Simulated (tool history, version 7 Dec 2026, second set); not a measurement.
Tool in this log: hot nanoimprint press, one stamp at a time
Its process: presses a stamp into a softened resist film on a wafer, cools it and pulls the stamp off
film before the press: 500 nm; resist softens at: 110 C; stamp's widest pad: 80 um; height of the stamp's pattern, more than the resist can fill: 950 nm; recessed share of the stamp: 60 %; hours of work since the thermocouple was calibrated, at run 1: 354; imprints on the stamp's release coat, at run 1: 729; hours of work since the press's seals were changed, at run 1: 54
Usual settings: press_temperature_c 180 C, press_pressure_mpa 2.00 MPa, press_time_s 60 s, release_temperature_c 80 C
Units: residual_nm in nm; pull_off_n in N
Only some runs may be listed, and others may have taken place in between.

run,hour,press_temperature_c,press_pressure_mpa,press_time_s,release_temperature_c,hours of work since the thermocouple was calibrated,imprints on the stamp's release coat,hours of work since the press's seals were changed,residual_nm,pull_off_n
1,0.0,180,2.00,60,80,354,729,54,173.4,198
2,22.5,180,2.00,60,80,370,810,71,173.8,202
3,33.6,180,2.00,60,80,378,850,79,171.8,212
4,49.5,180,2.00,60,80,390,908,91,173.8,213
5,72.7,180,2.00,60,80,407,992,108,172.1,223
6,85.8,180,2.00,60,80,417,1040,117,171.9,221
7,97.4,180,2.00,60,80,425,1082,126,172.4,227
8,111.0,180,2.00,60,80,435,1131,135,171.0,228
9,124.4,180,2.00,60,80,445,1180,145,172.1,229
# hour 135.3: stamp cleaned and given a new release coat
10,151.5,180,2.00,60,80,460,59,161,172.5,173
11,169.3,180,2.00,60,80,473,123,174,171.0,173
12,182.4,180,2.00,60,80,483,171,183,172.5,170
13,194.8,180,2.00,60,80,492,216,192,170.8,176
14,204.5,180,2.00,60,80,499,251,199,171.3,187
15,216.4,180,2.00,60,80,508,294,208,170.6,176
16,231.8,189,1.98,60,80,519,350,219,131.3,180
17,253.4,189,1.20,52,71,535,428,235,177.4,229
# hour 268.1: plate thermocouple calibrated
18,274.7,184,1.74,60,80,5,495,248,170.4,200
19,294.0,184,2.90,60,88,19,565,263,132.9,164
20,303.8,184,2.90,60,88,26,600,270,132.5,165
21,322.3,180,2.06,60,72,40,668,283,176.6,246
22,344.2,171,2.28,99,68,56,747,299,186.2,276
23,364.8,186,1.39,35,87,71,822,314,220.3,180
24,382.0,186,2.00,89,80,83,884,327,125.9,216
25,396.3,186,1.92,107,80,94,936,337,117.5,219
26,417.2,186,1.92,107,80,109,1012,353,117.6,226
27,429.0,186,1.92,107,80,117,1055,361,117.7,222
28,439.5,186,1.92,38,80,125,1093,369,181.9,224
29,455.8,186,1.92,38,80,137,1152,381,183.7,232
# hour 474.3: stamp cleaned and given a new release coat
30,478.0,186,1.92,38,80,149,13,393,182.0,174

How the hidden state differs across the entries between the runs, from the last listed run before each to the first after it:
In the gap between runs 9 and 10: stamp cleaned and given a new release coat (hour 135.3)
  true temperature over the reading, C: 1.55 -> 1.6; pressure that arrives at the usual setting, %: 99.78 -> 99.74; grip of the stamp's worn release coat, % over a new coat's: 38.1 -> 1.8
  measured result minus the result with no hidden state, residual_nm: -8.4 -> -8.7 nm; pull_off_n: +57 -> -4 N
In the gap between runs 17 and 18: plate thermocouple calibrated (hour 268.1)
  true temperature over the reading, C: 1.84 -> 0.06; pressure that arrives at the usual setting, %: 99.58 -> 99.55; grip of the stamp's worn release coat, % over a new coat's: 13.2 -> 15.4
  measured result minus the result with no hidden state, residual_nm: -9.0 -> +0.0 nm; pull_off_n: +19 -> +26 N
In the gap between runs 29 and 30: stamp cleaned and given a new release coat (hour 474.3)
  true temperature over the reading, C: 0.49 -> 0.53; pressure that arrives at the usual setting, %: 99.27 -> 99.24; grip of the stamp's worn release coat, % over a new coat's: 37.1 -> 0.4
  measured result minus the result with no hidden state, residual_nm: -2.0 -> -2.1 nm; pull_off_n: +60 -> -2 N
